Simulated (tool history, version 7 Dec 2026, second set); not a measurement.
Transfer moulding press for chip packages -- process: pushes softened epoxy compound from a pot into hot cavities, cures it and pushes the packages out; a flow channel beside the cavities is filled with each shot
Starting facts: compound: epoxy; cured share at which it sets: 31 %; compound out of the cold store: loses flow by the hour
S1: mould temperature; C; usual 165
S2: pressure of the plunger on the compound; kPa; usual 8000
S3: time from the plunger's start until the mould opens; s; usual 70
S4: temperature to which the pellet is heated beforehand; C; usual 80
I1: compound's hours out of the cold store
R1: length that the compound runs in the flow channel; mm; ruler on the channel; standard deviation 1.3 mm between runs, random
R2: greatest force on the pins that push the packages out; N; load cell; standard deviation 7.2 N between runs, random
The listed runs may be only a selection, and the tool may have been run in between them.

{"run": 1, "hour": 0.0, "S1": 165, "S2": 8000, "S3": 70, "S4": 80, "I1": 15.1, "R1": 617, "R2": 400}
{"hour": 22.6, "done": "cavities cleaned with cleaning compound and waxed"}
{"hour": 29.8, "done": "plunger's sealing rings changed"}
{"run": 2, "hour": 31.1, "S1": 165, "S2": 8000, "S3": 70, "S4": 75, "I1": 46.3, "R1": 551, "R2": 352}
{"run": 3, "hour": 51.7, "S1": 165, "S2": 8000, "S3": 70, "S4": 75, "I1": 39.7, "R1": 564, "R2": 496}
{"hour": 56.7, "done": "cavities cleaned with cleaning compound and waxed"}
{"hour": 87.1, "done": "cavities cleaned with cleaning compound and waxed"}
{"run": 4, "hour": 95.9, "S1": 165, "S2": 8000, "S3": 70, "S4": 80, "I1": 41.0, "R1": 555, "R2": 353}
{"hour": 118.4, "done": "cavities cleaned with cleaning compound and waxed"}
{"run": 5, "hour": 133.0, "S1": 165, "S2": 8000, "S3": 70, "S4": 80, "I1": 23.5, "R1": 599, "R2": 436}
{"hour": 149.7, "done": "cavities cleaned with cleaning compound and waxed"}
{"run": 6, "hour": 152.2, "S1": 165, "S2": 8000, "S3": 70, "S4": 80, "I1": 31.8, "R1": 574, "R2": 344}
{"hour": 179.8, "done": "cavities cleaned with cleaning compound and waxed"}
{"run": 7, "hour": 190.1, "S1": 165, "S2": 8000, "S3": 70, "S4": 80, "I1": 31.5, "R1": 572, "R2": 415}
{"hour": 207.9, "done": "plunger's sealing rings changed"}
{"hour": 212.7, "done": "cavities cleaned with cleaning compound and waxed"}
{"run": 8, "hour": 227.9, "S1": 165, "S2": 8000, "S3": 70, "S4": 80, "I1": 13.5, "R1": 635, "R2": 478}
{"hour": 243.0, "done": "cavities cleaned with cleaning compound and waxed"}
{"run": 9, "hour": 267.6, "S1": 165, "S2": 8000, "S3": 70, "S4": 80, "I1": 13.0, "R1": 636, "R2": 528}
{"hour": 271.6, "done": "cavities cleaned with cleaning compound and waxed"}
{"hour": 303.7, "done": "cavities cleaned with cleaning compound and waxed"}
{"run": 10, "hour": 304.7, "S1": 165, "S2": 8000, "S3": 70, "S4": 80, "I1": 11.8, "R1": 634, "R2": 354}
{"hour": 332.5, "done": "cavities cleaned with cleaning compound and waxed"}
{"run": 11, "hour": 342.5, "S1": 165, "S2": 8000, "S3": 70, "S4": 80, "I1": 33.4, "R1": 570, "R2": 410}
{"hour": 362.3, "done": "cavities cleaned with cleaning compound and waxed"}
{"run": 12, "hour": 383.9, "S1": 165, "S2": 8000, "S3": 70, "S4": 80, "I1": 25.4, "R1": 586, "R2": 498}
{"hour": 389.5, "done": "plunger's sealing rings changed"}
{"hour": 394.9, "done": "cavities cleaned with cleaning compound and waxed"}
{"hour": 425.5, "done": "cavities cleaned with cleaning compound and waxed"}
{"run": 13, "hour": 427.8, "S1": 165, "S2": 8000, "S3": 70, "S4": 80, "I1": 43.7, "R1": 553, "R2": 319}
{"run": 14, "hour": 452.4, "S1": 165, "S2": 8000, "S3": 54, "S4": 80, "I1": 45.5, "R1": 543, "R2": 951}
{"hour": 456.3, "done": "cavities cleaned with cleaning compound and waxed"}
{"hour": 462.2, "done": "mould's thermocouples calibrated"}
{"hour": 487.7, "done": "cavities cleaned with cleaning compound and waxed"}
{"run": 15, "hour": 498.0, "S1": 168, "S2": 8000, "S3": 70, "S4": 84, "I1": 22.7, "R1": 590, "R2": 307}
{"hour": 517.9, "done": "cavities cleaned with cleaning compound and waxed"}
{"run": 16, "hour": 524.8, "S1": 168, "S2": 8000, "S3": 70, "S4": 84, "I1": 33.8, "R1": 556, "R2": 279}
{"run": 17, "hour": 542.2, "S1": 167, "S2": 8000, "S3": 86, "S4": 89, "I1": 12.5, "R1": 615, "R2": 272}
{"hour": 549.0, "done": "cavities cleaned with cleaning compound and waxed"}
{"hour": 572.4, "done": "plunger's sealing rings changed"}
{"run": 18, "hour": 576.6, "S1": 167, "S2": 7960, "S3": 108, "S4": 89, "I1": 29.4, "R1": 581, "R2": 255}
{"hour": 581.3, "done": "cavities cleaned with cleaning compound and waxed"}
{"hour": 610.5, "done": "cavities cleaned with cleaning compound and waxed"}
{"run": 19, "hour": 613.2, "S1": 167, "S2": 7960, "S3": 108, "S4": 89, "I1": 46.0, "R1": 534, "R2": 178}
{"run": 20, "hour": 633.2, "S1": 162, "S2": 6160, "S3": 108, "S4": 85, "I1": 16.8, "R1": 553, "R2": 271}
{"hour": 640.1, "done": "cavities cleaned with cleaning compound and waxed"}
{"run": 21, "hour": 656.9, "S1": 165, "S2": 8000, "S3": 70, "S4": 79, "I1": 46.3, "R1": 538, "R2": 403}
{"hour": 669.6, "done": "cavities cleaned with cleaning compound and waxed"}
{"hour": 698.3, "done": "cavities cleaned with cleaning compound and waxed"}
{"run": 22, "hour": 700.8, "S1": 159, "S2": 9810, "S3": 60, "S4": 81, "I1": 18.2, "R1": 699, "R2": 735}
{"run": 23, "hour": 723.0, "S1": 159, "S2": 9890, "S3": 70, "S4": 74, "I1": 45.2, "R1": 614, "R2": 721}
{"hour": 729.6, "done": "cavities cleaned with cleaning compound and waxed"}
{"run": 24, "hour": 746.9, "S1": 159, "S2": 9890, "S3": 70, "S4": 74, "I1": 26.5, "R1": 669, "R2": 709}
{"hour": 751.7, "done": "plunger's sealing rings changed"}
{"hour": 763.9, "done": "cavities cleaned with cleaning compound and waxed"}
{"run": 25, "hour": 775.9, "S1": 159, "S2": 9890, "S3": 70, "S4": 74, "I1": 27.6, "R1": 685, "R2": 677}
{"hour": 793.7, "done": "cavities cleaned with cleaning compound and waxed"}
{"run": 26, "hour": 800.1, "S1": 159, "S2": 9260, "S3": 50, "S4": 74, "I1": 27.6, "R1": 660, "R2": 1019}
{"hour": 824.6, "done": "cavities cleaned with cleaning compound and waxed"}
{"run": 27, "hour": 828.2, "S1": 159, "S2": 9260, "S3": 50, "S4": 74, "I1": 29.8, "R1": 650, "R2": 927}

Hidden state or all else? Some run-to-run changes of R1, split into what the settings, what came in and random variation would give without the hidden state, and what is left for the hidden state (with any gauge scatter that isn't in both results):
Unlogged tool condition in this case: true mould temperature over the reading, C; pressure that reaches the compound, % of what is set; grip of the stained cavities, % over clean ones'; drift of the gauge itself on flow_mm, %; drift of the gauge itself on push_out_n, %.
Run 17 -> 18: S2 8000 -> 7960, S3 86 -> 108, cavities cleaned with cleaning compound and waxed, plunger's sealing rings changed. R1 -34 mm: hidden state +18, all else -52.
Run 21 -> 22: S1 165 -> 159, S2 8000 -> 9810, S3 70 -> 60, S4 79 -> 81, cavities cleaned with cleaning compound and waxed, cavities cleaned with cleaning compound and waxed. R1 +161 mm: hidden state -8, all else +169.
Run 22 -> 23: S2 9810 -> 9890, S3 60 -> 70, S4 81 -> 74. R1 -85 mm: hidden state -1, all else -84.
Run 24 -> 25: plunger's sealing rings changed, cavities cleaned with cleaning compound and waxed. R1 +16 mm: hidden state +22, all else -6.
